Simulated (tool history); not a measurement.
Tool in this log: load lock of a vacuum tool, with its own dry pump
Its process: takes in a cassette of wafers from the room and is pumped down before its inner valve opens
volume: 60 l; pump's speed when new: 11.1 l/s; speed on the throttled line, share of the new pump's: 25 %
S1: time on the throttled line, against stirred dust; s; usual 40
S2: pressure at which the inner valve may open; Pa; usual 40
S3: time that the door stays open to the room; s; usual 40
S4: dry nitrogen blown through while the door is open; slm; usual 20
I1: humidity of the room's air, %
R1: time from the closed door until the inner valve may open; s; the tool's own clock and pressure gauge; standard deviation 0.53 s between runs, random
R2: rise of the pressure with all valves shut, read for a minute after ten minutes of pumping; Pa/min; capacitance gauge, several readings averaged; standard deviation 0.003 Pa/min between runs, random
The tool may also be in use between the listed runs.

Run 1, hour 0: usual settings; I1 45.2. Result: R1 79.8 s, R2 0.035 Pa/min.
Run 2, hour 225: usual settings; I1 44.1. Result: R1 80.1 s, R2 0.03 Pa/min.
Run 3, hour 366.3: usual settings; I1 47.4. Result: R1 80.7 s, R2 0.032 Pa/min.
Run 4, hour 489.4: usual settings; I1 42.8. Result: R1 80.6 s, R2 0.028 Pa/min.
Run 5, hour 595.5: usual settings; I1 46.8. Result: R1 80.5 s, R2 0.033 Pa/min.
Run 6, hour 760.3: usual settings but S4 4 slm; I1 44.6. Result: R1 81.3 s, R2 0.045 Pa/min.
Run 7, hour 937.2: usual settings; I1 47.1. Result: R1 80.5 s, R2 0.032 Pa/min.
At hour 1071.3: dry pump taken out, an overhauled one fitted.
Run 8, hour 1082.6: usual settings; I1 46.2. Result: R1 71.9 s, R2 0.032 Pa/min.
Run 9, hour 1266.8: usual settings but S3 54 s; I1 44.8. Result: R1 71.6 s, R2 0.037 Pa/min.
Run 10, hour 1376.6: usual settings but S3 54 s; I1 42.4. Result: R1 73.4 s, R2 0.037 Pa/min.
Run 11, hour 1480.8: usual settings but S4 18 slm; I1 43.6. Result: R1 73.6 s, R2 0.034 Pa/min.
Run 12, hour 1597.4: usual settings; I1 45.7. Result: R1 73.4 s, R2 0.033 Pa/min.
Run 13, hour 1747.7: usual settings; I1 44.5. Result: R1 72.7 s, R2 0.032 Pa/min.
Run 14, hour 1987: usual settings but S1 52 s, S2 42 Pa, S3 104 s, S4 4 slm; I1 46.8. Result: R1 81.9 s, R2 0.081 Pa/min.
Run 15, hour 2216.5: usual settings but S2 72 Pa, S3 52 s; I1 43.3. Result: R1 70.6 s, R2 0.03 Pa/min.
Run 16, hour 2332.1: usual settings but S4 8 slm; I1 44.8. Result: R1 73.2 s, R2 0.045 Pa/min.
Run 17, hour 2459.4: usual settings but S1 77 s, S2 53 Pa, S3 33 s, S4 38 slm; I1 46.1. Result: R1 98.8 s, R2 0.026 Pa/min.
Run 18, hour 2655.1: usual settings but S1 77 s, S2 32 Pa, S3 57 s, S4 5 slm; I1 44.1. Result: R1 101 s, R2 0.05 Pa/min.
Run 19, hour 2784.3: usual settings but S1 77 s, S2 53 Pa, S3 109 s; I1 46.4. Result: R1 98.9 s, R2 0.047 Pa/min.
Run 20, hour 2960: usual settings but S1 56 s, S2 55 Pa, S3 37 s; I1 47.2. Result: R1 84 s, R2 0.041 Pa/min.
Run 21, hour 3075.6: usual settings but S1 43 s, S2 55 Pa, S3 44 s, S4 10 slm; I1 44.4. Result: R1 74.3 s, R2 0.044 Pa/min.
Run 22, hour 3174.9: usual settings but S1 43 s, S2 55 Pa, S3 44 s, S4 10 slm; I1 43.5. Result: R1 74.5 s, R2 0.041 Pa/min.

Predict the results of run 23:
Run 23, hour 3386.9: usual settings but S1 43 s, S2 55 Pa, S3 44 s, S4 10 slm; I1 42.5. Result: R1 ?, R2 ?.

R1: 74.8 s
R2: 0.045 Pa/min
The same run, on a tool lacking any hidden state, would have yielded R1 73.2 s, R2 0.034 Pa/min.
